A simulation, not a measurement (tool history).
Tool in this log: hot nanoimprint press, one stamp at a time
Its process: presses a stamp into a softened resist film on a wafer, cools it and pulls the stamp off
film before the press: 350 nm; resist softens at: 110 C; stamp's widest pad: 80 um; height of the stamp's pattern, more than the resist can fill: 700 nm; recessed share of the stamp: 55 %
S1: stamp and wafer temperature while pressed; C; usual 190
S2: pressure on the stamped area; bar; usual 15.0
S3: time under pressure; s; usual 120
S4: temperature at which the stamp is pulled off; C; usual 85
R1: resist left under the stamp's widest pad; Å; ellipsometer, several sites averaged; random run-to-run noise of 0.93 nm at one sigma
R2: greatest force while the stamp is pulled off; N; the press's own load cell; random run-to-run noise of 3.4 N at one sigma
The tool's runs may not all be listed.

run 1 hour=0.0 | S1=190 S2=15.0 S3=120 S4=85 | R1=1705 R2=173
run 2 hour=5.5 | S1=190 S2=17.7 S3=120 S4=85 | R1=1588 R2=166
run 3 hour=11.9 | S1=190 S2=15.0 S3=120 S4=85 | R1=1699 R2=164
run 4 hour=20.9 | S1=188 S2=15.0 S3=120 S4=85 | R1=1815 R2=170
run 5 hour=27.3 | S1=190 S2=15.0 S3=120 S4=85 | R1=1717 R2=172
run 6 hour=33.8 | S1=190 S2=15.0 S3=120 S4=85 | R1=1713 R2=168
run 7 hour=40.1 | S1=193 S2=15.0 S3=120 S4=85 | R1=1540 R2=170
run 8 hour=46.5 | S1=193 S2=15.0 S3=120 S4=85 | R1=1537 R2=172
run 9 hour=54.2 | S1=193 S2=15.0 S3=120 S4=85 | R1=1535 R2=172
run 10 hour=62.5 | S1=193 S2=15.0 S3=120 S4=85 | R1=1552 R2=172
run 11 hour=67.5 | S1=193 S2=15.0 S3=120 S4=85 | R1=1537 R2=171
run 12 hour=74.0 | S1=193 S2=15.0 S3=120 S4=85 | R1=1535 R2=178
run 13 hour=82.1 | S1=190 S2=15.0 S3=120 S4=85 | R1=1719 R2=176
run 14 hour=86.3 | S1=190 S2=15.0 S3=120 S4=85 | R1=1709 R2=176
run 15 hour=91.3 | S1=190 S2=15.0 S3=120 S4=85 | R1=1715 R2=177
run 16 hour=99.8 | S1=190 S2=11.8 S3=120 S4=84 | R1=1909 R2=176
run 17 hour=105.7 | S1=190 S2=11.8 S3=120 S4=84 | R1=1883 R2=183
run 18 hour=111.3 | S1=190 S2=11.8 S3=120 S4=84 | R1=1913 R2=176
run 19 hour=116.1 | S1=190 S2=11.8 S3=120 S4=84 | R1=1910 R2=183
run 20 hour=121.3 | S1=184 S2=9.8 S3=120 S4=84 | R1=2450 R2=178
run 21 hour=125.1 | S1=184 S2=9.8 S3=120 S4=84 | R1=2459 R2=176
run 22 hour=132.4 | S1=178 S2=18.3 S3=209 S4=80 | R1=2028 R2=189
run 23 hour=139.6 | S1=189 S2=15.7 S3=120 S4=85 | R1=1741 R2=181
run 24 hour=144.9 | S1=189 S2=16.0 S3=120 S4=91 | R1=1735 R2=173
run 25 hour=150.8 | S1=201 S2=15.0 S3=218 S4=87 | R1=914 R2=174
run 26 hour=158.2 | S1=197 S2=15.0 S3=120 S4=80 | R1=1352 R2=193
run 27 hour=166.6 | S1=197 S2=15.0 S3=120 S4=80 | R1=1347 R2=193
run 28 hour=175.5 | S1=197 S2=15.0 S3=120 S4=80 | R1=1356 R2=193
run 29 hour=179.5 | S1=190 S2=19.0 S3=70 S4=71 | R1=1846 R2=205
run 30 hour=184.9 | S1=201 S2=15.0 S3=204 S4=82 | R1=943 R2=188

Some steps in R1 between neighbouring runs. How much of each would the tool show without its hidden state too (settings, what came in, random variation), and how much is left for the hidden state, with any gauge scatter that isn't in both results?
Hidden state present: true temperature over the reading, C; pressure that arrives at the usual setting, %; grip of the stamp's worn release coat, % over a new coat's; drift of the gauge itself on residual_nm, %; drift of the gauge itself on pull_off_n, %.
Run 19 -> 20: S1 190 -> 184, S2 11.8 -> 9.8. R1 +540 Å: hidden state -1, all else +541.
Run 24 -> 25: S1 189 -> 201, S2 16.0 -> 15.0, S3 120 -> 218, S4 91 -> 87. R1 -821 Å: hidden state -14, all else -807.
Run 28 -> 29: S1 197 -> 190, S2 15.0 -> 19.0, S3 120 -> 70, S4 80 -> 71. R1 +490 Å: hidden state +10, all else +480.
Run 29 -> 30: S1 190 -> 201, S2 19.0 -> 15.0, S3 70 -> 204, S4 71 -> 82. R1 -903 Å: hidden state -17, all else -886.
